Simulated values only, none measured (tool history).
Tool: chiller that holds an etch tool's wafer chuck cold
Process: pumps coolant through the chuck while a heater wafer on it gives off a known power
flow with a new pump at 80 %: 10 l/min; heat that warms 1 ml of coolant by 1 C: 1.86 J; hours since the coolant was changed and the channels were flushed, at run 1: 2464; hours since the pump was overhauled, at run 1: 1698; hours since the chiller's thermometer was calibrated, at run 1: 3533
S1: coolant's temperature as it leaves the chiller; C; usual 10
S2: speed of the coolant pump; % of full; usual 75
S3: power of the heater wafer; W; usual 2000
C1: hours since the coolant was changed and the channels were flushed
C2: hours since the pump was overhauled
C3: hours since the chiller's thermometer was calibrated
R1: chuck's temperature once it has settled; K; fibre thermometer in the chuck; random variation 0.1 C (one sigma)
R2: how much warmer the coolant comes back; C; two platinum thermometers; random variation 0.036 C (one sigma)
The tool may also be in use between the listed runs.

Run 1, day 0.000: usual settings; C1 2464; C2 1698; C3 3533. Result: R1 299.45 K, R2 7.16 C.
Run 2, day 3.725: usual settings; C1 2553; C2 1788; C3 3622. Result: R1 299.35 K, R2 7.18 C.
Run 3, day 5.417: usual settings; C1 2594; C2 1828; C3 3663. Result: R1 299.55 K, R2 7.13 C.
Run 4, day 7.325: usual settings; C1 2639; C2 1874; C3 3708. Result: R1 299.55 K, R2 7.19 C.
Run 5, day 11.146: usual settings; C1 2731; C2 1966; C3 3800. Result: R1 299.45 K, R2 7.20 C.
Run 6, day 13.900: usual settings but S1 1 C; C1 2797; C2 2032; C3 3866. Result: R1 290.85 K, R2 7.24 C.
Run 7, day 18.033: usual settings but S2 63 % of full; C1 2896; C2 2131; C3 3966. Result: R1 301.65 K, R2 8.59 C.
Run 8, day 20.871: usual settings but S2 63 % of full; C1 2964; C2 2199; C3 4034. Result: R1 301.55 K, R2 8.58 C.
Run 9, day 24.808: usual settings but S2 63 % of full; C1 3059; C2 2294; C3 4128. Result: R1 301.55 K, R2 8.62 C.
Run 10, day 27.762: usual settings; C1 3130; C2 2365; C3 4199. Result: R1 299.95 K, R2 7.29 C.
Run 11, day 31.183: usual settings; C1 3212; C2 2447; C3 4281. Result: R1 299.85 K, R2 7.32 C.
Run 12, day 33.038: usual settings; C1 3257; C2 2491; C3 4326. Result: R1 299.85 K, R2 7.32 C.
Run 13, day 37.092: usual settings but S1 12 C; C1 3354; C2 2589; C3 4423. Result: R1 301.95 K, R2 7.34 C.
Run 14, day 41.188: usual settings but S1 12 C; C1 3452; C2 2687; C3 4521. Result: R1 301.95 K, R2 7.33 C.
Run 15, day 43.517: usual settings but S1 12 C; C1 3508; C2 2743; C3 4577. Result: R1 302.05 K, R2 7.33 C.
Run 16, day 45.462: usual settings but S2 67 % of full; C1 3555; C2 2790; C3 4624. Result: R1 301.35 K, R2 8.25 C.
Run 17, day 48.496: usual settings but S1 15 C, S2 74 % of full, S3 1384 W; C1 3627; C2 2862; C3 4697. Result: R1 299.95 K, R2 5.12 C.
Run 18, day 50.800: usual settings but S3 1494 W; C1 3683; C2 2918; C3 4752. Result: R1 295.75 K, R2 5.45 C.
Run 19, day 53.208: usual settings but S3 1494 W; C1 3741; C2 2975; C3 4810. Result: R1 296.15 K, R2 5.51 C.
Run 20, day 55.779: usual settings but S2 83 % of full, S3 2998 W; C1 3802; C2 3037; C3 4871. Result: R1 306.85 K, R2 10.11 C.
Run 21, day 58.733: usual settings but S2 94 % of full, S3 2490 W; C1 3873; C2 3108; C3 4942. Result: R1 301.25 K, R2 7.39 C.
Run 22, day 62.346: usual settings but S1 14 C, S2 73 % of full, S3 2490 W; C1 3960; C2 3195; C3 5029. Result: R1 308.55 K, R2 9.55 C.
Run 23, day 65.779: usual settings but S1 12 C, S2 73 % of full, S3 1345 W; C1 4042; C2 3277; C3 5111. Result: R1 297.05 K, R2 5.09 C.
Run 24, day 69.967: usual settings but S1 12 C, S2 73 % of full, S3 1116 W; C1 4143; C2 3378; C3 5212. Result: R1 294.95 K, R2 4.30 C.
Run 25, day 73.342: usual settings but S1 12 C, S2 73 % of full, S3 1116 W; C1 4224; C2 3459; C3 5293. Result: R1 295.25 K, R2 4.28 C.
Run 26, day 76.167: usual settings but S1 12 C, S2 73 % of full, S3 1116 W; C1 4292; C2 3526; C3 5361. Result: R1 295.25 K, R2 4.29 C.
Run 27, day 77.888: usual settings but S2 65 % of full; C1 4333; C2 3568; C3 5402. Result: R1 301.75 K, R2 8.68 C.
Run 28, day 81.842: usual settings but S2 65 % of full; C1 4428; C2 3663; C3 5497. Result: R1 301.95 K, R2 8.65 C.
Run 29, day 85.375: usual settings but S1 19 C, S2 64 % of full; C1 4513; C2 3747; C3 5582. Result: R1 311.35 K, R2 8.86 C.
Run 30, day 88.567: usual settings but S2 78 % of full, S3 2418 W; C1 4589; C2 3824; C3 5658. Result: R1 303.45 K, R2 8.75 C.
Run 31, day 91.588: usual settings but S1 12 C, S2 78 % of full, S3 2079 W; C1 4662; C2 3896; C3 5731. Result: R1 302.85 K, R2 7.55 C.

Forecast each of these 3 alternatives for the next run:
At day 92.196: chiller's thermometer calibrated.
Run A, day 95.550: usual settings but S1 16 C, S2 74 % of full, S3 2079 W; C1 4756; C2 3991; C3 81. Result: R1 ?, R2 ?.
At day 92.196: chiller's thermometer calibrated.
Run B, day 95.550: usual settings but S1 12 C, S2 69 % of full, S3 2079 W; C1 4756; C2 3991; C3 81. Result: R1 ?, R2 ?.
At day 92.196: chiller's thermometer calibrated.
Run C, day 95.550: usual settings but S1 18 C, S2 66 % of full, S3 2079 W; C1 4756; C2 3991; C3 81. Result: R1 ?, R2 ?.

run      R1    R2
  A  307.15  7.97
  B  303.75  8.59
  C  310.45  8.98
Without the tool's hidden state the same runs would have given:
run      R1    R2
  A  305.15  7.21
  B  301.75  7.78
  C  308.35  8.13
